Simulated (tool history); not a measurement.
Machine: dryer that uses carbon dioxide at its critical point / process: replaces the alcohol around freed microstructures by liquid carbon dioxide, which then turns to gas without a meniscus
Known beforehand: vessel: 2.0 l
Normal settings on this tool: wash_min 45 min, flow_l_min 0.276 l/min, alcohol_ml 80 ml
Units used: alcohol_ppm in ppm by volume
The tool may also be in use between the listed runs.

run     day  wash_min  flow_l_min  alcohol_ml  alcohol_ppm
  1   0.000        45       0.276          80          361
  2   0.838        45       0.276          80          371
  3   1.550        45       0.276          80          359
  4   2.217        45       0.276          26          127
  5   2.946        45       0.276          26          121
  6   3.654        62       0.276          80           77
  7   5.158        62       0.276          80           82
  8   5.975        62       0.276          80           76
  9   6.979        45       0.276          80          389
 10   7.767        45       0.276          80          393
 11   8.725        45       0.276          80          415
      9.758  -- inlet filter changed
 12  10.004        45       0.276          80          271
 13  11.083        45       0.276          35          135
 14  12.008        42       0.276          40          205
 15  12.975        39       0.276          62          441
 16  14.004        39       0.276          62          442
 17  14.679        40       0.252          45          419
 18  16.000        40       0.252          45          428
 19  16.833        70       0.176          95          406
 20  17.746        45       0.305          33           80
 21  18.429        45       0.402          91           48
 22  19.758        53       0.203          50          409
 23  20.638        53       0.203          50          413
 24  21.421        45       0.205          64          947
 25  22.112        45       0.205          64          891

Here are 4 independent what-if runs from the current tool condition. What would each one return?
  A  23.588        45       0.276         116            ?
  B  23.588        45       0.276          33            ?
  C  23.588        40       0.319          33            ?
  D  23.588        55       0.276         110            ?

run  alcohol_ppm
  A          460
  B          160
  C          125
  D          160
Take away the tool's hidden state, keep each run's random variation, and the runs would have read:
run  alcohol_ppm
  A          381
  B          125
  C           93
  D          119
